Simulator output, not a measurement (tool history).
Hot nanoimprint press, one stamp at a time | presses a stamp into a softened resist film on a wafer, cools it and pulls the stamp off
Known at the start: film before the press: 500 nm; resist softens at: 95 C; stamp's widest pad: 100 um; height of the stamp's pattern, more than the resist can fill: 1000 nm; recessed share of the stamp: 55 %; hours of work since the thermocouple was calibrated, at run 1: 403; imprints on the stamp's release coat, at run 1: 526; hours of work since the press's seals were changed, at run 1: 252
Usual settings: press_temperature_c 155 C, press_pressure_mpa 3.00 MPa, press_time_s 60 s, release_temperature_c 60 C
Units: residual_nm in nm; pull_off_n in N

run     day  press_temperature_c  press_pressure_mpa  press_time_s  release_temperature_c  hours of work since the thermocouple was calibrated  imprints on the stamp's release coat  hours of work since the press's seals were changed  residual_nm  pull_off_n
  1   0.000                  155                3.00            60                     60                                                  403                                   526                                                 252        182.6         201
  2   0.471                  155                3.00            60                     60                                                  409                                   554                                                 258        179.9         206
      1.196  -- stamp cleaned and given a new release coat
  3   1.200                  155                3.00            60                     60                                                  416                                     1                                                 264        178.5         184
  4   1.621                  155                3.00            60                     60                                                  421                                    26                                                 269        180.9         187
  5   2.221                  155                3.00            60                     60                                                  429                                    61                                                 277        179.8         179
  6   2.662                  155                3.00            60                     60                                                  434                                    88                                                 283        180.2         187
  7   3.075                  155                3.00            60                     60                                                  439                                   112                                                 288        180.0         186
  8   3.717                  155                3.00            60                     60                                                  448                                   151                                                 296        180.6         194
  9   4.150                  155                3.00            60                     49                                                  453                                   177                                                 302        180.2         204
 10   4.812                  155                3.00            60                     49                                                  462                                   216                                                 310        179.2         210
 11   5.175                  155                3.00            60                     60                                                  466                                   238                                                 315        179.3         189
 12   5.625                  155                3.00            60                     60                                                  472                                   265                                                 320        179.6         194
      6.038  -- plate thermocouple calibrated
 13   6.483                  155                3.00            60                     60                                                    6                                   308                                                 330        187.1         202
 14   7.075                  155                3.00            60                     60                                                   13                                   344                                                 337        183.5         200
 15   7.504                  155                3.00            60                     60                                                   19                                   369                                                 343        184.0         200
 16   7.938                  155                3.00            60                     60                                                   24                                   395                                                 348        185.9         202
 17   8.671                  155                3.00            60                     60                                                   33                                   439                                                 358        183.7         204
 18   9.254                  155                3.00            60                     60                                                   41                                   474                                                 365        184.2         205
 19  10.000                  155                1.97            39                     57                                                   50                                   518                                                 375        268.0         208
 20  10.692                  155                1.97            39                     57                                                   59                                   559                                                 383        266.8         220
     11.275  -- stamp cleaned and given a new release coat
 21  11.275                  155                1.97            39                     57                                                   64                                     0                                                 388        266.5         190
 22  11.825                  161                1.97            39                     62                                                   70                                    33                                                 395        223.7         177
 23  12.346                  161                4.61            37                     62                                                   77                                    64                                                 401        141.9         190
 24  12.971                  161                2.59            35                     58                                                   85                                   101                                                 409        197.9         193
 25  13.517                  161                2.59            35                     58                                                   92                                   134                                                 416        199.1         192
 26  14.238                  161                2.59            35                     49                                                  101                                   177                                                 425        200.1         207
 27  14.662                  161                2.59            35                     49                                                  107                                   202                                                 431        200.2         211
 28  15.121                  161                2.59            35                     49                                                  112                                   230                                                 437        200.2         214
 29  15.692                  155                3.00            60                     49                                                  120                                   264                                                 444        183.0         214
 30  16.396                  155                3.47            44                     61                                                  129                                   306                                                 453        187.8         192
 31  16.962                  155                1.82            44                     62                                                  136                                   339                                                 460        265.8         195

Hidden state at the last listed run before each entry between runs and at the first one after, where it differs:
Between runs 2 and 3: stamp cleaned and given a new release coat (day 1.196)
  true temperature over the reading, C: 1.01 -> 1.03; pressure that arrives at the usual setting, %: 98.66 -> 98.64; grip of the stamp's worn release coat, % over a new coat's: 11.8 -> 0
  measured less the result without the state, residual_nm: -4.9 -> -5.0 nm; pull_off_n: +20 -> -2 N
Between runs 12 and 13: plate thermocouple calibrated (day 6.038)
  true temperature over the reading, C: 1.18 -> 0.25; pressure that arrives at the usual setting, %: 98.43 -> 98.4; grip of the stamp's worn release coat, % over a new coat's: 5.6 -> 6.5
  measured less the result without the state, residual_nm: -5.7 -> +0.2 nm; pull_off_n: +9 -> +12 N
Between runs 20 and 21: stamp cleaned and given a new release coat (day 11.275)
  true temperature over the reading, C: 0.39 -> 0.41; pressure that arrives at the usual setting, %: 98.21 -> 98.19; grip of the stamp's worn release coat, % over a new coat's: 11.9 -> 0
  measured less the result without the state, residual_nm: -1.6 -> -1.6 nm; pull_off_n: +23 -> -1 N
